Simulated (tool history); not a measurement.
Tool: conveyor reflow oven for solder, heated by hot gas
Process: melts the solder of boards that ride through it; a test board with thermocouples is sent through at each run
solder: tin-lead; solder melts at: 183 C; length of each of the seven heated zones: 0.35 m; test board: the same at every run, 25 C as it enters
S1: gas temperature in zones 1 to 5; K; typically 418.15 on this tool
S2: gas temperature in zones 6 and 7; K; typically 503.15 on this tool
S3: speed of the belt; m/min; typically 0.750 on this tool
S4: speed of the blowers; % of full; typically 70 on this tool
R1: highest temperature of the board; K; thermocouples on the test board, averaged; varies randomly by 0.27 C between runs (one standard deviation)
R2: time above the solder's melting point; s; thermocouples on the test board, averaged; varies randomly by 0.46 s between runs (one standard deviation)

run 1 hour=0.0 | S1=418.15 S2=503.15 S3=0.750 S4=70 | R1=489.85 R2=43.8
run 2 hour=9.8 | S1=407.15 S2=503.15 S3=0.750 S4=70 | R1=487.85 R2=40.3
run 3 hour=27.0 | S1=407.15 S2=503.15 S3=0.750 S4=70 | R1=488.05 R2=39.5
run 4 hour=44.2 | S1=407.15 S2=503.15 S3=0.750 S4=70 | R1=487.65 R2=39.7
run 5 hour=55.1 | S1=407.15 S2=503.15 S3=0.750 S4=70 | R1=487.95 R2=39.9
run 6 hour=69.9 | S1=407.15 S2=503.15 S3=0.750 S4=70 | R1=487.65 R2=40.0
run 7 hour=80.1 | S1=407.15 S2=503.15 S3=0.750 S4=70 | R1=487.45 R2=40.4
-- hour=85.0 belt drive overhauled, speed set with a stopwatch
run 8 hour=102.1 | S1=407.15 S2=503.15 S3=0.750 S4=70 | R1=487.95 R2=39.0
run 9 hour=110.7 | S1=407.15 S2=503.15 S3=0.750 S4=70 | R1=487.85 R2=39.6
run 10 hour=128.6 | S1=407.15 S2=503.15 S3=0.750 S4=70 | R1=487.75 R2=39.5
run 11 hour=142.8 | S1=407.15 S2=503.15 S3=0.750 S4=70 | R1=487.85 R2=40.1
run 12 hour=152.8 | S1=418.15 S2=503.15 S3=0.750 S4=70 | R1=489.85 R2=44.0
run 13 hour=167.7 | S1=431.15 S2=503.15 S3=0.750 S4=70 | R1=491.45 R2=49.3
run 14 hour=181.9 | S1=405.15 S2=495.15 S3=0.766 S4=65 | R1=478.15 R2=31.0
-- hour=191.4 belt drive overhauled, speed set with a stopwatch, once more
run 15 hour=196.7 | S1=420.15 S2=495.15 S3=0.639 S4=61 | R1=485.15 R2=50.1
run 16 hour=210.6 | S1=420.15 S2=495.15 S3=0.821 S4=61 | R1=478.05 R2=32.3
run 17 hour=217.9 | S1=420.15 S2=495.15 S3=0.821 S4=61 | R1=478.65 R2=33.1
run 18 hour=235.9 | S1=418.15 S2=505.15 S3=0.750 S4=53 | R1=487.05 R2=41.1
run 19 hour=247.7 | S1=418.15 S2=500.15 S3=0.750 S4=70 | R1=486.75 R2=42.7
run 20 hour=265.4 | S1=432.15 S2=503.15 S3=0.750 S4=58 | R1=489.65 R2=48.6
run 21 hour=275.0 | S1=418.15 S2=503.15 S3=0.750 S4=59 | R1=486.85 R2=42.3
run 22 hour=287.8 | S1=418.15 S2=503.15 S3=0.750 S4=59 | R1=486.95 R2=41.2
run 23 hour=299.0 | S1=418.15 S2=503.15 S3=0.794 S4=56 | R1=483.95 R2=36.7
run 24 hour=307.7 | S1=418.15 S2=500.15 S3=0.794 S4=79 | R1=486.35 R2=39.4

What if the next run were any one of these 3? Each begins from the tool's condition after run 24:
run A hour=322.5 | S1=418.15 S2=515.15 S3=0.824 S4=79 | R1=? R2=?
run B hour=322.5 | S1=425.15 S2=491.15 S3=0.836 S4=70 | R1=? R2=?
run C hour=322.5 | S1=429.15 S2=497.15 S3=0.794 S4=56 | R1=? R2=?

run=A R1=498.45 R2=43.7
run=B R1=477.35 R2=33.4
run=C R1=481.95 R2=39.1
Without the tool's hidden state the same runs would have given:
run=A R1=499.15 R2=44.0
run=B R1=477.65 R2=34.0
run=C R1=481.95 R2=39.4

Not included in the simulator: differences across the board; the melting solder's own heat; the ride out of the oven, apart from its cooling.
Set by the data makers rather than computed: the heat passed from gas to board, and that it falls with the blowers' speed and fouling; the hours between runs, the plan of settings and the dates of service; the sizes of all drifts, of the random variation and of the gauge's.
